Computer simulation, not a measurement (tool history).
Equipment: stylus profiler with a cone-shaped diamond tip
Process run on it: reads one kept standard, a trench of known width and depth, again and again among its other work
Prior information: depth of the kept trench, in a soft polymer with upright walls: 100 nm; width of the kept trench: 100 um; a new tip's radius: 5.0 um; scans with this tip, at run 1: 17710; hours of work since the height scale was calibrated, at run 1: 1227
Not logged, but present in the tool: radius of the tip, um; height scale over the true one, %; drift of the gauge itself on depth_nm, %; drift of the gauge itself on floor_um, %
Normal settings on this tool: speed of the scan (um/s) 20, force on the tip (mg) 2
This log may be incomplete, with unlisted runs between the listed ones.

run,hour,speed of the scan (um/s),force on the tip (mg),scans with this tip,hours of work since the height scale was calibrated,depth of the trench (angstrom),width of the trench's floor (µm)
1,0,20,2,17710,1227,1014.8,97.9
# hour 45.4: new tip fitted, height scale calibrated
2,91.1,23,2,357,25,1014.7,97.98
3,194.4,23,2,1164,81,1013.7,97.95
4,271.1,20,2,1762,122,1015.5,97.97
5,333.1,20,2,2247,156,1014.6,97.95
6,380.2,20,2,2614,181,1013.9,97.94
7,449.5,15,2,3155,219,1014.5,97.96
8,530.1,15,2,3784,262,1013,98.01
9,591.2,15,1.48,4261,295,1011.8,97.95
10,676.3,6,2,4925,341,1015.1,98.03
11,755.6,6,2,5544,384,1015.5,98.05
12,815.7,11,2,6014,417,1014,97.96
13,909,66,2.96,6742,467,1019,97.82
14,983.4,15,3.77,7323,507,1022.8,97.97
15,1031.8,11,0.72,7700,534,1007.3,97.95
16,1116.8,35,5.49,8363,580,1028.3,97.93
17,1169.4,42,5.63,8774,608,1028.1,97.92
18,1239,7,4.9,9318,646,1025.6,97.92

Hidden condition of the tool, last listed run before each entry between runs versus first listed run after:
Run 1 -> run 2: new tip fitted, height scale calibrated (hour 45.4)
  radius of the tip, um: 5.1 -> 5; height scale over the true one, %: 0.004 -> 0
